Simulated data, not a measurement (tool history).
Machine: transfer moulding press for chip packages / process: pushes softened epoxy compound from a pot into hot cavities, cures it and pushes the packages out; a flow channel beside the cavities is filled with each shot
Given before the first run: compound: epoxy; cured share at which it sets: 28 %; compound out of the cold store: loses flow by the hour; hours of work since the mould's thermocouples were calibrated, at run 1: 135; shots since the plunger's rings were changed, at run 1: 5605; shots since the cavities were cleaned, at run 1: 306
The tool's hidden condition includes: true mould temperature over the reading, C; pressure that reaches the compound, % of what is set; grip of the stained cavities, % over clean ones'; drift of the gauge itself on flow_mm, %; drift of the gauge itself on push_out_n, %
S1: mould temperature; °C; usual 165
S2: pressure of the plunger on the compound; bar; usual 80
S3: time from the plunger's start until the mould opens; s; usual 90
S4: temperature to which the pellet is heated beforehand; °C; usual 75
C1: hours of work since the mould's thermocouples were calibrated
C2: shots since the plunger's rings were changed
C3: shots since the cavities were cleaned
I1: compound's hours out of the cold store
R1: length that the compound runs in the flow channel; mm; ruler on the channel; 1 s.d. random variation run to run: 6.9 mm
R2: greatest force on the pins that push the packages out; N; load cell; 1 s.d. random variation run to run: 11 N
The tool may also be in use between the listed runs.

| run | hour | S1 | S2 | S3 | S4 | C1 | C2 | C3 | I1 | R1 | R2 |
|---|---|---|---|---|---|---|---|---|---|---|---|
| 1 | 0 | 165 | 80 | 90 | 75 | 135 | 5605 | 306 | 23.3 | 681 | 734 |
|  | 42.1 | cavities cleaned with cleaning compound and waxed |
| 2 | 48.8 | 165 | 80 | 90 | 75 | 156 | 6047 | 63 | 15.1 | 718 | 1010 |
| 3 | 85.3 | 158 | 80 | 90 | 75 | 171 | 6387 | 403 | 33.8 | 683 | 1619 |
|  | 116.1 | cavities cleaned with cleaning compound and waxed |
|  | 128.2 | plunger's sealing rings changed |
| 4 | 134.3 | 158 | 80 | 90 | 75 | 190 | 56 | 146 | 25 | 796 | 1120 |
|  | 148 | cavities cleaned with cleaning compound and waxed, once more |
| 5 | 169.6 | 158 | 80 | 90 | 75 | 205 | 372 | 202 | 35.6 | 762 | 1126 |
| 6 | 192.8 | 165 | 80 | 90 | 75 | 215 | 589 | 419 | 10.6 | 812 | 849 |
|  | 221.9 | cavities cleaned with cleaning compound and waxed |
| 7 | 236.7 | 165 | 80 | 90 | 75 | 233 | 984 | 138 | 18.3 | 793 | 672 |
| 8 | 283.8 | 165 | 81.6 | 90 | 75 | 253 | 1423 | 577 | 45.6 | 705 | 860 |
|  | 295.7 | cavities cleaned with cleaning compound and waxed |
| 9 | 329.2 | 165 | 62.9 | 90 | 75 | 272 | 1833 | 313 | 29.5 | 646 | 774 |
| 10 | 366.2 | 160 | 62.9 | 90 | 75 | 288 | 2178 | 658 | 19.1 | 694 | 1343 |
|  | 370.1 | cavities cleaned with cleaning compound and waxed |
| 11 | 407.1 | 160 | 62.9 | 90 | 75 | 304 | 2546 | 345 | 39 | 630 | 1047 |
|  | 445.7 | cavities cleaned with cleaning compound and waxed |
| 12 | 456 | 160 | 62.9 | 90 | 75 | 325 | 2987 | 95 | 22.3 | 675 | 913 |
| 13 | 488.8 | 165 | 80 | 90 | 75 | 339 | 3294 | 402 | 31.9 | 716 | 792 |
|  | 521.7 | cavities cleaned with cleaning compound and waxed |
| 14 | 531.6 | 165 | 80 | 90 | 75 | 356 | 3679 | 92 | 41.9 | 679 | 602 |
| 15 | 567.6 | 167 | 61.5 | 101 | 81 | 372 | 4015 | 428 | 21.3 | 632 | 616 |
|  | 595.1 | cavities cleaned with cleaning compound and waxed |
| 16 | 602.7 | 166 | 69.1 | 98 | 72 | 386 | 4328 | 70 | 20.5 | 675 | 512 |
| 17 | 628.5 | 166 | 69.1 | 98 | 72 | 397 | 4569 | 311 | 18 | 675 | 621 |
| 18 | 652.5 | 160 | 80 | 90 | 80 | 407 | 4793 | 535 | 30.7 | 713 | 1221 |
|  | 668.7 | cavities cleaned with cleaning compound and waxed |
| 19 | 695.1 | 165 | 80 | 84 | 75 | 425 | 5176 | 246 | 40 | 671 | 817 |
| 20 | 731.4 | 165 | 80 | 84 | 75 | 440 | 5515 | 585 | 8.3 | 744 | 1145 |
|  | 742.8 | cavities cleaned with cleaning compound and waxed |
| 21 | 755.9 | 165 | 80 | 84 | 75 | 450 | 5729 | 122 | 22.7 | 690 | 762 |
| 22 | 800.5 | 165 | 97.9 | 79 | 67 | 469 | 6146 | 539 | 11.7 | 807 | 1309 |
|  | 817.8 | cavities cleaned with cleaning compound and waxed |
| 23 | 832 | 165 | 80 | 72 | 70 | 482 | 6425 | 132 | 27.1 | 681 | 1155 |
|  | 867.3 | plunger's sealing rings changed |
| 24 | 881.4 | 165 | 60.1 | 90 | 75 | 502 | 132 | 570 | 18.8 | 691 | 873 |
|  | 895 | cavities cleaned with cleaning compound and waxed |
| 25 | 909.8 | 170 | 60.1 | 87 | 75 | 514 | 383 | 139 | 12.6 | 680 | 558 |
|  | 938.2 | mould's thermocouples calibrated |
| 26 | 949.5 | 165 | 80 | 82 | 82 | 5 | 735 | 491 | 10.9 | 804 | 1036 |
|  | 973.3 | cavities cleaned with cleaning compound and waxed |
| 27 | 993.6 | 165 | 80 | 115 | 82 | 23 | 1132 | 189 | 38 | 726 | 499 |

Branching from run 27: 4 alternative next runs. What would each branch give?
| A | 1038.5 | 165 | 84.7 | 115 | 65 | 42 | 1550 | 607 | 45.7 | ? | ? |
| B | 1038.5 | 165 | 80 | 84 | 76 | 42 | 1550 | 607 | 16.1 | ? | ? |
| C | 1038.5 | 157 | 80 | 115 | 82 | 42 | 1550 | 607 | 24 | ? | ? |
| D | 1038.5 | 165 | 90.7 | 115 | 77 | 42 | 1550 | 607 | 9 | ? | ? |

| run | R1 | R2 |
|---|---|---|
| A | 725 | 647 |
| B | 788 | 1003 |
| C | 791 | 901 |
| D | 851 | 644 |
Stripped of hidden state, with their random variation kept, the same runs would have yielded:
| run | R1 | R2 |
|---|---|---|
| A | 747 | 397 |
| B | 812 | 619 |
| C | 814 | 555 |
| D | 877 | 395 |

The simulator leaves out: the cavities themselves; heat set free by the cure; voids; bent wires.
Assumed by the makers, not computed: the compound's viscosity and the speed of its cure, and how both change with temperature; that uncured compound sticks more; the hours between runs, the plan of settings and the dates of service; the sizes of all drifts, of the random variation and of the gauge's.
